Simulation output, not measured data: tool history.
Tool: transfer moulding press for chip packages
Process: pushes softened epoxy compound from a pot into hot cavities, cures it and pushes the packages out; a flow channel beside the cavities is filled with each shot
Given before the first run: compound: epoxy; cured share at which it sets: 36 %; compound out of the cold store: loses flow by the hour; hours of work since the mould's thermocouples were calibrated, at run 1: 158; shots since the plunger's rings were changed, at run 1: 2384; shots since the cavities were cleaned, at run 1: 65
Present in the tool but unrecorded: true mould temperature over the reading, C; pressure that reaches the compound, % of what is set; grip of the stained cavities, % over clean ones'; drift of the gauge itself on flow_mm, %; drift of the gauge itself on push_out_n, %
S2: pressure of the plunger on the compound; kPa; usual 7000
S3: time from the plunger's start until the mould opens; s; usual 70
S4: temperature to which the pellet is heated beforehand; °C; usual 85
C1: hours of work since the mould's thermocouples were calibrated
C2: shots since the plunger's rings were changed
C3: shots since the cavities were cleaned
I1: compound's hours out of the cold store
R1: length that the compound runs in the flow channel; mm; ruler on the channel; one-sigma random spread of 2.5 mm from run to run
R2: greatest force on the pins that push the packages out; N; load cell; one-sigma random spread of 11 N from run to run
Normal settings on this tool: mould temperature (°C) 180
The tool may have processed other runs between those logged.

run 1 day=0 | mould_temperature_(°C)=180 S2=7000 S3=70 S4=85 | C1=158 C2=2384 C3=65 | I1=20.2 | R1=582 R2=549
run 2 day=1.325 | mould_temperature_(°C)=180 S2=7000 S3=70 S4=85 | C1=176 C2=2803 C3=484 | I1=29 | R1=562 R2=780
-- day=2.358 cavities cleaned with cleaning compound and waxed
run 3 day=2.883 | mould_temperature_(°C)=180 S2=7000 S3=70 S4=85 | C1=197 C2=3279 C3=167 | I1=31.5 | R1=552 R2=618
run 4 day=4.096 | mould_temperature_(°C)=180 S2=7000 S3=70 S4=85 | C1=215 C2=3663 C3=551 | I1=23.4 | R1=567 R2=771
-- day=4.925 cavities cleaned with cleaning compound and waxed
run 5 day=6.262 | mould_temperature_(°C)=180 S2=7000 S3=70 S4=85 | C1=244 C2=4329 C3=423 | I1=26 | R1=551 R2=736
-- day=7.471 plunger's sealing rings changed
-- day=7.533 cavities cleaned with cleaning compound and waxed
run 6 day=7.904 | mould_temperature_(°C)=180 S2=7000 S3=70 S4=85 | C1=265 C2=118 C3=118 | I1=33 | R1=583 R2=580
run 7 day=9.692 | mould_temperature_(°C)=180 S2=7000 S3=61 S4=85 | C1=290 C2=684 C3=684 | I1=42.7 | R1=559 R2=1107
-- day=10.246 cavities cleaned with cleaning compound and waxed
-- day=10.638 mould's thermocouples calibrated
run 8 day=11.85 | mould_temperature_(°C)=180 S2=7000 S3=70 S4=85 | C1=17 C2=1322 C3=483 | I1=15.6 | R1=600 R2=811
-- day=12.883 cavities cleaned with cleaning compound and waxed
run 9 day=14.15 | mould_temperature_(°C)=176 S2=7000 S3=70 S4=85 | C1=49 C2=2031 C3=401 | I1=36.8 | R1=570 R2=949
-- day=15.404 cavities cleaned with cleaning compound and waxed
run 10 day=15.404 | mould_temperature_(°C)=180 S2=8270 S3=70 S4=85 | C1=65 C2=2409 C3=0 | I1=22.9 | R1=629 R2=541
-- day=16.746 mould's thermocouples calibrated, once more
run 11 day=17.688 | mould_temperature_(°C)=180 S2=8270 S3=70 S4=85 | C1=13 C2=3108 C3=699 | I1=10.9 | R1=641 R2=906
-- day=18.096 cavities cleaned with cleaning compound and waxed
run 12 day=19.708 | mould_temperature_(°C)=180 S2=7000 S3=70 S4=81 | C1=41 C2=3728 C3=512 | I1=35.6 | R1=545 R2=796
-- day=20.725 cavities cleaned with cleaning compound and waxed
run 13 day=20.821 | mould_temperature_(°C)=186 S2=5980 S3=75 S4=79 | C1=56 C2=4061 C3=30 | I1=33.7 | R1=496 R2=332
-- day=22.904 plunger's sealing rings changed
run 14 day=23.238 | mould_temperature_(°C)=180 S2=7000 S3=70 S4=92 | C1=88 C2=106 C3=763 | I1=30.4 | R1=586 R2=848
-- day=23.412 cavities cleaned with cleaning compound and waxed
run 15 day=24.85 | mould_temperature_(°C)=186 S2=7000 S3=100 S4=85 | C1=110 C2=598 C3=456 | I1=25 | R1=581 R2=372
-- day=26.067 cavities cleaned with cleaning compound and waxed
run 16 day=26.242 | mould_temperature_(°C)=186 S2=7000 S3=100 S4=85 | C1=129 C2=1019 C3=55 | I1=10.7 | R1=600 R2=263
run 17 day=28.392 | mould_temperature_(°C)=186 S2=6000 S3=100 S4=84 | C1=159 C2=1701 C3=737 | I1=16.2 | R1=541 R2=428
-- day=28.6 cavities cleaned with cleaning compound and waxed
run 18 day=29.646 | mould_temperature_(°C)=185 S2=6570 S3=71 S4=85 | C1=176 C2=2079 C3=332 | I1=18.1 | R1=559 R2=517
run 19 day=30.833 | mould_temperature_(°C)=179 S2=6570 S3=64 S4=85 | C1=193 C2=2456 C3=709 | I1=38.5 | R1=535 R2=1172
-- day=31.188 cavities cleaned with cleaning compound and waxed
run 20 day=32.192 | mould_temperature_(°C)=180 S2=8400 S3=99 S4=85 | C1=211 C2=2866 C3=319 | I1=10.2 | R1=645 R2=394
run 21 day=33.204 | mould_temperature_(°C)=180 S2=6080 S3=70 S4=76 | C1=225 C2=3188 C3=641 | I1=36.1 | R1=516 R2=867
-- day=33.729 cavities cleaned with cleaning compound and waxed
run 22 day=34.258 | mould_temperature_(°C)=180 S2=7000 S3=60 S4=85 | C1=239 C2=3501 C3=167 | I1=8.7 | R1=585 R2=1022
-- day=36.275 cavities cleaned with cleaning compound and waxed
run 23 day=36.554 | mould_temperature_(°C)=188 S2=5650 S3=83 S4=93 | C1=271 C2=4210 C3=89 | I1=27.9 | R1=482 R2=300

Below are 4 alternative next runs, each starting from the tool's condition after run 23. Predict each:
run A day=37.667 | mould_temperature_(°C)=180 S2=6070 S3=70 S4=85 | C1=287 C2=4563 C3=442 | I1=35.7 | R1=? R2=?
run B day=37.667 | mould_temperature_(°C)=175 S2=7000 S3=89 S4=95 | C1=287 C2=4563 C3=442 | I1=29.7 | R1=? R2=?
run C day=37.667 | mould_temperature_(°C)=180 S2=5760 S3=64 S4=84 | C1=287 C2=4563 C3=442 | I1=44.4 | R1=? R2=?
run D day=37.667 | mould_temperature_(°C)=174 S2=6760 S3=70 S4=85 | C1=287 C2=4563 C3=442 | I1=47.7 | R1=? R2=?

run=A R1=500 R2=768
run=B R1=553 R2=597
run=C R1=476 R2=995
run=D R1=523 R2=1106
With no hidden state in the tool, these same runs would have given:
run=A R1=539 R2=491
run=B R1=595 R2=385
run=C R1=513 R2=638
run=D R1=563 R2=712
